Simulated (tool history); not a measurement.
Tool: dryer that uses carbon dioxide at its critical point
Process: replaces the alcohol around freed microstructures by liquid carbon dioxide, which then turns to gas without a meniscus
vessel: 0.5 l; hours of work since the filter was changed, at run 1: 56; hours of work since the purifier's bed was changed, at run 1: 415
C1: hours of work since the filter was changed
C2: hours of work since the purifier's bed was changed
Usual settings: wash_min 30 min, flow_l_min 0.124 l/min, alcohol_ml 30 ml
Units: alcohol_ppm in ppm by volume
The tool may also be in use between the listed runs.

{"run": 1, "hour": 0.0, "wash_min": 30, "flow_l_min": 0.124, "alcohol_ml": 30, "C1": 56, "C2": 415, "alcohol_ppm": 111}
{"run": 2, "hour": 16.7, "wash_min": 30, "flow_l_min": 0.189, "alcohol_ml": 30, "C1": 66, "C2": 425, "alcohol_ppm": 85}
{"run": 3, "hour": 49.3, "wash_min": 30, "flow_l_min": 0.124, "alcohol_ml": 30, "C1": 86, "C2": 445, "alcohol_ppm": 119}
{"run": 4, "hour": 80.4, "wash_min": 30, "flow_l_min": 0.124, "alcohol_ml": 30, "C1": 104, "C2": 463, "alcohol_ppm": 136}
{"run": 5, "hour": 97.8, "wash_min": 30, "flow_l_min": 0.124, "alcohol_ml": 30, "C1": 115, "C2": 474, "alcohol_ppm": 130}
{"run": 6, "hour": 130.2, "wash_min": 23, "flow_l_min": 0.124, "alcohol_ml": 30, "C1": 134, "C2": 494, "alcohol_ppm": 355}
{"run": 7, "hour": 164.2, "wash_min": 23, "flow_l_min": 0.124, "alcohol_ml": 30, "C1": 155, "C2": 514, "alcohol_ppm": 344}
{"hour": 177.0, "done": "purifier's bed changed"}
{"run": 8, "hour": 199.5, "wash_min": 25, "flow_l_min": 0.124, "alcohol_ml": 30, "C1": 174, "C2": 14, "alcohol_ppm": 174}
{"run": 9, "hour": 229.4, "wash_min": 25, "flow_l_min": 0.124, "alcohol_ml": 30, "C1": 192, "C2": 32, "alcohol_ppm": 178}
{"run": 10, "hour": 263.2, "wash_min": 30, "flow_l_min": 0.124, "alcohol_ml": 30, "C1": 213, "C2": 52, "alcohol_ppm": 69}
{"run": 11, "hour": 296.1, "wash_min": 30, "flow_l_min": 0.124, "alcohol_ml": 30, "C1": 232, "C2": 72, "alcohol_ppm": 73}
{"run": 12, "hour": 317.9, "wash_min": 30, "flow_l_min": 0.124, "alcohol_ml": 30, "C1": 246, "C2": 85, "alcohol_ppm": 75}
{"run": 13, "hour": 341.3, "wash_min": 30, "flow_l_min": 0.124, "alcohol_ml": 30, "C1": 260, "C2": 99, "alcohol_ppm": 78}
{"run": 14, "hour": 358.1, "wash_min": 30, "flow_l_min": 0.124, "alcohol_ml": 30, "C1": 270, "C2": 109, "alcohol_ppm": 90}
{"run": 15, "hour": 373.6, "wash_min": 30, "flow_l_min": 0.096, "alcohol_ml": 30, "C1": 279, "C2": 118, "alcohol_ppm": 300}
{"hour": 388.6, "done": "inlet filter changed"}
{"run": 16, "hour": 404.5, "wash_min": 30, "flow_l_min": 0.124, "alcohol_ml": 30, "C1": 10, "C2": 136, "alcohol_ppm": 80}
{"run": 17, "hour": 423.6, "wash_min": 30, "flow_l_min": 0.124, "alcohol_ml": 30, "C1": 21, "C2": 148, "alcohol_ppm": 67}
{"run": 18, "hour": 439.7, "wash_min": 30, "flow_l_min": 0.124, "alcohol_ml": 30, "C1": 31, "C2": 158, "alcohol_ppm": 69}
{"run": 19, "hour": 455.6, "wash_min": 30, "flow_l_min": 0.124, "alcohol_ml": 30, "C1": 40, "C2": 167, "alcohol_ppm": 64}
{"run": 20, "hour": 485.3, "wash_min": 45, "flow_l_min": 0.124, "alcohol_ml": 30, "C1": 58, "C2": 185, "alcohol_ppm": 37}
{"run": 21, "hour": 507.9, "wash_min": 45, "flow_l_min": 0.124, "alcohol_ml": 30, "C1": 72, "C2": 199, "alcohol_ppm": 51}
{"run": 22, "hour": 541.0, "wash_min": 45, "flow_l_min": 0.167, "alcohol_ml": 30, "C1": 92, "C2": 219, "alcohol_ppm": 41}
{"run": 23, "hour": 562.0, "wash_min": 44, "flow_l_min": 0.11, "alcohol_ml": 62, "C1": 104, "C2": 231, "alcohol_ppm": 58}
{"run": 24, "hour": 578.6, "wash_min": 27, "flow_l_min": 0.108, "alcohol_ml": 26, "C1": 114, "C2": 241, "alcohol_ppm": 236}
{"run": 25, "hour": 603.4, "wash_min": 27, "flow_l_min": 0.108, "alcohol_ml": 26, "C1": 129, "C2": 256, "alcohol_ppm": 256}
{"run": 26, "hour": 629.7, "wash_min": 32, "flow_l_min": 0.081, "alcohol_ml": 26, "C1": 145, "C2": 272, "alcohol_ppm": 411}
{"run": 27, "hour": 652.6, "wash_min": 34, "flow_l_min": 0.18, "alcohol_ml": 58, "C1": 159, "C2": 286, "alcohol_ppm": 56}
{"run": 28, "hour": 676.1, "wash_min": 34, "flow_l_min": 0.18, "alcohol_ml": 58, "C1": 173, "C2": 300, "alcohol_ppm": 57}
{"run": 29, "hour": 696.0, "wash_min": 34, "flow_l_min": 0.18, "alcohol_ml": 40, "C1": 185, "C2": 312, "alcohol_ppm": 55}
{"run": 30, "hour": 719.5, "wash_min": 34, "flow_l_min": 0.099, "alcohol_ml": 28, "C1": 199, "C2": 326, "alcohol_ppm": 157}
{"run": 31, "hour": 740.8, "wash_min": 34, "flow_l_min": 0.099, "alcohol_ml": 28, "C1": 212, "C2": 339, "alcohol_ppm": 163}
{"run": 32, "hour": 769.2, "wash_min": 19, "flow_l_min": 0.082, "alcohol_ml": 30, "C1": 229, "C2": 356, "alcohol_ppm": 3246}
{"run": 33, "hour": 793.8, "wash_min": 19, "flow_l_min": 0.082, "alcohol_ml": 30, "C1": 244, "C2": 371, "alcohol_ppm": 3178}
{"run": 34, "hour": 818.7, "wash_min": 19, "flow_l_min": 0.163, "alcohol_ml": 30, "C1": 259, "C2": 386, "alcohol_ppm": 257}
{"run": 35, "hour": 837.8, "wash_min": 35, "flow_l_min": 0.204, "alcohol_ml": 32, "C1": 271, "C2": 398, "alcohol_ppm": 70}
{"hour": 868.8, "done": "inlet filter changed"}
{"run": 36, "hour": 869.8, "wash_min": 30, "flow_l_min": 0.157, "alcohol_ml": 30, "C1": 1, "C2": 416, "alcohol_ppm": 86}
{"run": 37, "hour": 895.3, "wash_min": 22, "flow_l_min": 0.124, "alcohol_ml": 76, "C1": 16, "C2": 432, "alcohol_ppm": 812}
{"run": 38, "hour": 913.9, "wash_min": 30, "flow_l_min": 0.124, "alcohol_ml": 30, "C1": 27, "C2": 443, "alcohol_ppm": 125}
{"run": 39, "hour": 949.8, "wash_min": 30, "flow_l_min": 0.124, "alcohol_ml": 30, "C1": 49, "C2": 464, "alcohol_ppm": 113}
{"run": 40, "hour": 971.7, "wash_min": 30, "flow_l_min": 0.083, "alcohol_ml": 68, "C1": 62, "C2": 478, "alcohol_ppm": 1164}
{"run": 41, "hour": 1001.5, "wash_min": 34, "flow_l_min": 0.124, "alcohol_ml": 30, "C1": 80, "C2": 496, "alcohol_ppm": 103}
{"run": 42, "hour": 1033.5, "wash_min": 26, "flow_l_min": 0.124, "alcohol_ml": 28, "C1": 99, "C2": 515, "alcohol_ppm": 194}
{"hour": 1046.3, "done": "purifier's bed changed"}
{"run": 43, "hour": 1059.0, "wash_min": 26, "flow_l_min": 0.124, "alcohol_ml": 28, "C1": 113, "C2": 8, "alcohol_ppm": 119}
{"run": 44, "hour": 1081.6, "wash_min": 26, "flow_l_min": 0.124, "alcohol_ml": 28, "C1": 126, "C2": 21, "alcohol_ppm": 121}

4 ways to go on from here, each from the tool as it stands after run 44. What would each give?
{"run": "A", "hour": 1105.9, "wash_min": 30, "flow_l_min": 0.118, "alcohol_ml": 25, "C1": 141, "C2": 36, "alcohol_ppm": "?"}
{"run": "B", "hour": 1105.9, "wash_min": 36, "flow_l_min": 0.124, "alcohol_ml": 68, "C1": 141, "C2": 36, "alcohol_ppm": "?"}
{"run": "C", "hour": 1105.9, "wash_min": 26, "flow_l_min": 0.084, "alcohol_ml": 28, "C1": 141, "C2": 36, "alcohol_ppm": "?"}
{"run": "D", "hour": 1105.9, "wash_min": 27, "flow_l_min": 0.075, "alcohol_ml": 28, "C1": 141, "C2": 36, "alcohol_ppm": "?"}

run=A alcohol_ppm=67
run=B alcohol_ppm=39
run=C alcohol_ppm=843
run=D alcohol_ppm=1138
Without the tool's hidden state the same runs would have given:
run=A alcohol_ppm=52
run=B alcohol_ppm=28
run=C alcohol_ppm=753
run=D alcohol_ppm=1025

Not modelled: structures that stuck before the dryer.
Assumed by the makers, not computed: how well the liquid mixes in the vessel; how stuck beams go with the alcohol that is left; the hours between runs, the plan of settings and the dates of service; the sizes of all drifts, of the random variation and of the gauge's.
